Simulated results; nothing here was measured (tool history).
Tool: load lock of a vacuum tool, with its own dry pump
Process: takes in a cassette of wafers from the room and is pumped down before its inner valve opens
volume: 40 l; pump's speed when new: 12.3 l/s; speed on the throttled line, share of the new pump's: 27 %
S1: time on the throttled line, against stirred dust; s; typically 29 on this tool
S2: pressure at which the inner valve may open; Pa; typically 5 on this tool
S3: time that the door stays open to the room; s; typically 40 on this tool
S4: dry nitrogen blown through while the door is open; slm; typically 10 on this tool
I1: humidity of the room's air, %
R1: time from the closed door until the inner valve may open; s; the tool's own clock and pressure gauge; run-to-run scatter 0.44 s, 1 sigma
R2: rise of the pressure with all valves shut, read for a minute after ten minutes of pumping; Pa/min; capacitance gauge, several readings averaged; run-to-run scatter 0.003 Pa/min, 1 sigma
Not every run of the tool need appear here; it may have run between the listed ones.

run	day	S1	S2	S3	S4	I1	R1	R2
1	0	29	5	40	10	40.1	61.4	0.054
2	5.317	29	5	40	10	43.5	61.6	0.055
3	12.358	29	5	40	10	45.5	62.8	0.061
4	20.092	29	5	117	10	42.1	62.4	0.1
5	24.142	29	5	57	10	42.2	62.8	0.065
6	27.433	29	5	57	10	43.2	62.7	0.069
7	34.233	29	5	57	10	49	62.4	0.075
8	40.55	29	5	40	10	43.7	62.4	0.057
# day 46.05: dry pump taken out, an overhauled one fitted
9	47.888	29	5	40	10	48.2	53.4	0.067
10	55.317	29	5	40	10	43.1	53.8	0.066
11	62.838	29	5	40	10	46	54.3	0.061
12	68.612	29	5	110	10	49.5	54.4	0.115
13	73.271	29	5	110	10	44.2	54.1	0.108
14	77.983	29	5	110	10	47.4	54.9	0.118
15	82.854	29	5	110	10	48.8	54.2	0.115
16	89.729	29	5	110	10	42.4	55.1	0.105
17	93.358	29	5	110	10	49.3	54.6	0.119
18	97.95	29	5	110	10	47.2	54.9	0.116
19	103.392	29	5	110	10	43.2	54.7	0.112
20	108.096	29	5	110	10	43	55.2	0.111
21	114.033	29	9	40	7	45.5	52.5	0.071
22	120.154	17	10	172	25	47.7	43.7	0.119
23	126.842	35	8	40	6	45.2	57.2	0.071
24	132.65	29	4	40	19	45.4	55.4	0.059
25	138.233	19	5	118	10	43.6	47.9	0.115
26	145.767	29	5	40	5	44.5	55.7	0.081
27	151.588	29	5	61	10	43.9	56	0.084
28	157.85	29	9	40	10	43.7	52.7	0.074
29	163.654	28	6	40	10	42	54.2	0.071
30	167.771	54	4	67	45	47	73.8	0.061
31	173.229	29	5	76	10	40.3	56.2	0.09
32	178.725	29	5	121	34	44.5	56.5	0.085
33	182.308	54	5	106	10	43.2	73	0.12
34	189.925	54	5	106	10	44.6	73.4	0.124
35	194.146	54	6	106	10	42.8	72.5	0.116
36	198.221	54	6	106	10	42.8	73.7	0.119
37	201.954	54	6	106	10	47	72.4	0.128

Selected run-to-run steps in R1, each split into two signed amounts: the part the tool would show with no hidden state at all (from settings, incoming material and random variation), and the remainder, which goes to the hidden state together with any gauge scatter not common to the measured and the hidden-state-free results:
What the log doesn't record here: pump's speed, % of a new pump's; leak at the door's seal, Pa l/s; drift of the gauge itself on ready_s, %; drift of the gauge itself on rise_pa_min, %.
Run 8 -> 9: dry pump taken out, an overhauled one fitted. R1 -9 s: hidden state -8.9, all else -0.1.
Run 29 -> 30: S1 28 -> 54, S2 6 -> 4, S3 40 -> 67, S4 10 -> 45. R1 +19.6 s: hidden state -0.4, all else +20.
Run 30 -> 31: S1 54 -> 29, S2 4 -> 5, S3 67 -> 76, S4 45 -> 10. R1 -17.6 s: hidden state +0.5, all else -18.1.
Run 32 -> 33: S1 29 -> 54, S3 121 -> 106, S4 34 -> 10. R1 +16.5 s: hidden state -0.6, all else +17.1.
